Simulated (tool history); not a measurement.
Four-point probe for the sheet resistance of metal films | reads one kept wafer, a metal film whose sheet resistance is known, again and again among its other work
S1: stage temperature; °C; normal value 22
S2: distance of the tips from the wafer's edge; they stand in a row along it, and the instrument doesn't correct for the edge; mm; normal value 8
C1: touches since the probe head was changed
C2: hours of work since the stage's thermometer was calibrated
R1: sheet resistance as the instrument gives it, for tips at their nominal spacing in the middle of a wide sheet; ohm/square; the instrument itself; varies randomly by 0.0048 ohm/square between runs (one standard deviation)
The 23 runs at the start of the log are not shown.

run	hour	S1	S2	C1	C2	R1
24	781.3	20	4	65983	1716	24.220199
25	825.2	30	5	67333	1747	24.194676
26	844.5	19	4	67925	1760	24.223965
27	890.7	21	58	69343	1792	24.028882
28	913.9	21	58	70054	1808	24.034142
29	949.2	31	3	71138	1832	24.420656
30	977.2	31	3	71996	1852	24.420417
31	1014.4	20	37	73139	1877	24.038303
32	1042.9	18	5	74013	1897	24.153574
33	1071.9	24	49	74903	1917	24.041910
34	1095.9	23	28	75639	1934	24.052462
35	1132.0	32	16	76747	1959	24.090578
36	1168.9	19	16	77880	1984	24.043886
37	1192.4	19	16	78599	2000	24.051212
38	1219.7	22	64	79437	2019	24.045437
39	1253.4	29	3	80470	2042	24.437472
40	1279.5	24	5	81273	2060	24.177109
41	1317.1	18	36	82428	2086	24.030557
42	1342.8	24	7	83216	2104	24.124185
43	1366.5	24	7	83943	2121	24.123131
44	1391.5	24	7	84710	2138	24.116700
45	1436.8	31	5	86099	2169	24.212046
46	1478.4	24	7	87378	2198	24.123950

Branching from run 46: 3 alternative next runs. What would each branch give?
A	1506.8	31	5	88247	2218	?
B	1506.8	20	16	88247	2218	?
C	1506.8	28	8	88247	2218	?

run	R1
A	24.214364
B	24.058658
C	24.122471
With the hidden condition removed and each run's random variation left untouched, the same runs would have given:
run	R1
A	24.257424
B	24.103453
C	24.165901

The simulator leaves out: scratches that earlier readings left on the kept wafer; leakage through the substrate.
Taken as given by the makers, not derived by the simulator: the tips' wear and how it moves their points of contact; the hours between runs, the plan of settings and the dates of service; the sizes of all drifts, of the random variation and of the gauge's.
